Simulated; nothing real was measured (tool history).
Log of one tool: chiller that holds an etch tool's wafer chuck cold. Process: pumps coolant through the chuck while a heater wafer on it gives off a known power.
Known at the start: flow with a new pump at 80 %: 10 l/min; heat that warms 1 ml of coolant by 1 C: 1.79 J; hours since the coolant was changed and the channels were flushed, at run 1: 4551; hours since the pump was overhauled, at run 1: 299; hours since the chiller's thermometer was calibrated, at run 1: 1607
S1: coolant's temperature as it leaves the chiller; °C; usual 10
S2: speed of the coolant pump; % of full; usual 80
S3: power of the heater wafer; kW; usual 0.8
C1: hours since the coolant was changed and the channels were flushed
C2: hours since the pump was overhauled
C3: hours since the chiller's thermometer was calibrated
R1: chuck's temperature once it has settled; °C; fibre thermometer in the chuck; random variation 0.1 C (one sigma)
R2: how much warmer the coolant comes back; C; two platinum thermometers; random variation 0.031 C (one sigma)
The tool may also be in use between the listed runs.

| run | hour | S1 | S2 | S3 | C1 | C2 | C3 | R1 | R2 |
|---|---|---|---|---|---|---|---|---|---|
| 1 | 0 | 10 | 80 | 0.8 | 4551 | 299 | 1607 | 20.6 | 2.67 |
| 2 | 57.9 | 10 | 71 | 0.8 | 4609 | 357 | 1665 | 21.8 | 3.07 |
| 3 | 98.1 | 10 | 79 | 0.8 | 4649 | 397 | 1705 | 20.7 | 2.75 |
| 4 | 160.2 | 10 | 79 | 0.8 | 4711 | 459 | 1767 | 20.6 | 2.79 |
| 5 | 217.8 | 10 | 62 | 0.8 | 4769 | 517 | 1825 | 23.4 | 3.51 |
| 6 | 267.1 | 7 | 92 | 1.102 | 4818 | 566 | 1874 | 20 | 3.24 |
| 7 | 301.9 | 11 | 62 | 0.8 | 4853 | 601 | 1909 | 24.2 | 3.58 |
| 8 | 377 | 6 | 80 | 0.897 | 4928 | 676 | 1984 | 18 | 3.05 |
| 9 | 451.5 | 6 | 80 | 0.897 | 5003 | 750 | 2059 | 18.1 | 3.09 |
| 10 | 508.5 | 6 | 80 | 0.897 | 5060 | 807 | 2116 | 18.1 | 3.03 |

Forecast each of these 3 alternatives for the next run:
| A | 553.8 | 6 | 61 | 0.594 | 5105 | 853 | 2161 | ? | ? |
| B | 553.8 | 10 | 65 | 0.848 | 5105 | 853 | 2161 | ? | ? |
| C | 553.8 | 0 | 65 | 1.194 | 5105 | 853 | 2161 | ? | ? |

| run | R1 | R2 |
|---|---|---|
| A | 15.8 | 2.7 |
| B | 23.6 | 3.64 |
| C | 19.3 | 5.07 |
Without the tool's hidden state the same runs would have given:
| run | R1 | R2 |
|---|---|---|
| A | 14.8 | 2.65 |
| B | 22 | 3.58 |
| C | 16.9 | 4.98 |
